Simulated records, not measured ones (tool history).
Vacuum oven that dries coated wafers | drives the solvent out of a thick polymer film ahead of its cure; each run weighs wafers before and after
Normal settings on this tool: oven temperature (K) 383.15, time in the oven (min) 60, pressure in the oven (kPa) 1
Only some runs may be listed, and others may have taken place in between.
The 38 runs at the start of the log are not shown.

run    hour  oven temperature (K)  time in the oven (min)  pressure in the oven (kPa)  solvent left in the film (%)
     3048.3  -- oven's thermocouples calibrated
 39  3108.3                383.15                      60                        1.06                          5.37
 40  3203.9                375.15                      36                        0.61                         10.98
 41  3314.4                385.15                      49                        2.22                          6.79
 42  3380.8                385.15                      49                        2.22                           6.8
 43  3455.6                385.15                      49                        2.22                          6.88
 44  3547.3                385.15                      49                        2.22                          6.91
 45  3601.9                385.15                      49                        0.59                          5.92
 46  3676.7                395.15                      54                        0.74                           2.6

Branching from run 46: 3 alternative next runs. What would each branch give?
  A  3764.5                395.15                      30                        0.74                             ?
  B  3764.5                383.15                      35                           1                             ?
  C  3764.5                395.15                      54                        1.82                             ?

run  solvent left in the film (%)
  A                           6.2
  B                          9.01
  C                          3.33
Without the tool's hidden state the same runs would have given:
run  solvent left in the film (%)
  A                          5.78
  B                          8.54
  C                          2.96
